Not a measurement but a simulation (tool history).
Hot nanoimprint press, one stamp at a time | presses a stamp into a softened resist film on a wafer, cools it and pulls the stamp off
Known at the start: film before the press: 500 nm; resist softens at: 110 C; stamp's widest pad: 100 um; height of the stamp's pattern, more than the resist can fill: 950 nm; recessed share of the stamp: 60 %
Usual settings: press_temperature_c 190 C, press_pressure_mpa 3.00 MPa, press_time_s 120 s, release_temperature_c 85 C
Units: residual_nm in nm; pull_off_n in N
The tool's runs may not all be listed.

run    hour  press_temperature_c  press_pressure_mpa  press_time_s  release_temperature_c  residual_nm  pull_off_n
  1     0.0                  190                3.00           120                     85        197.9         267
       48.3  -- stamp cleaned and given a new release coat
  2    70.5                  190                3.00           120                     85        197.5         199
  3   136.7                  196                3.00           120                     85        164.9         201
      158.2  -- plate thermocouple calibrated
      233.0  -- press's hydraulic seals changed and the load cell set to zero
  4   236.9                  196                3.00           120                     85        159.4         215
  5   325.8                  196                3.00           120                     85        159.0         218
  6   419.5                  190                3.00           120                     85        189.9         225
  7   483.5                  190                3.00           120                     85        189.6         226
  8   567.2                  190                3.00           120                     85        189.4         243
      594.6  -- plate thermocouple calibrated, once more
  9   617.3                  199                3.00           120                     85        153.1         250
 10   661.6                  199                3.00           120                     85        153.0         253
 11   739.1                  201                3.00           120                     85        144.2         260
 12   785.0                  201                3.00           120                     85        144.1         267
 13   837.7                  201                3.00           120                     85        144.0         269
      849.0  -- stamp cleaned and given a new release coat
 14   940.8                  201                3.00           120                     85        143.8         205
 15  1013.4                  190                3.00           120                     85        198.6         215
 16  1100.6                  190                3.00           120                     85        198.6         218
 17  1146.3                  192                3.62           233                     85        127.5         227
 18  1223.4                  192                3.62           233                     85        127.5         228
 19  1307.2                  196                3.00           120                     85        165.4         234
     1400.0  -- plate thermocouple calibrated
 20  1401.6                  196                3.00           120                     85        171.0         252
     1462.8  -- press's hydraulic seals changed and the load cell set to zero
 21  1478.4                  192                3.00           120                     84        187.5         263
 22  1576.7                  197                2.20           120                     85        185.0         269
     1646.9  -- stamp cleaned and given a new release coat
 23  1646.9                  189                3.00           120                     85        205.0         202
 24  1717.0                  187                3.00            68                     77        269.9         242
 25  1765.4                  190                2.32           180                     86        186.0         209
 26  1865.0                  190                4.55           125                     71        162.7         288
 27  1912.9                  190                3.00           120                     84        197.9         226
 28  1993.1                  180                3.00           120                     81        267.8         245
 29  2068.4                  190                3.81           111                     91        184.6         204

3 ways to go on from here, each from the tool as it stands after run 29. What would each give?
  A  2125.1                  190                3.00            66                     85            ?           ?
  B  2125.1                  190                3.81           155                     90            ?           ?
  C  2125.1                  190                3.81           184                     86            ?           ?

run  residual_nm  pull_off_n
  A        249.5         232
  B        159.2         217
  C        147.2         237
Without the tool's hidden state the same runs would have given:
run  residual_nm  pull_off_n
  A        251.9         194
  B        160.3         183
  C        148.2         199
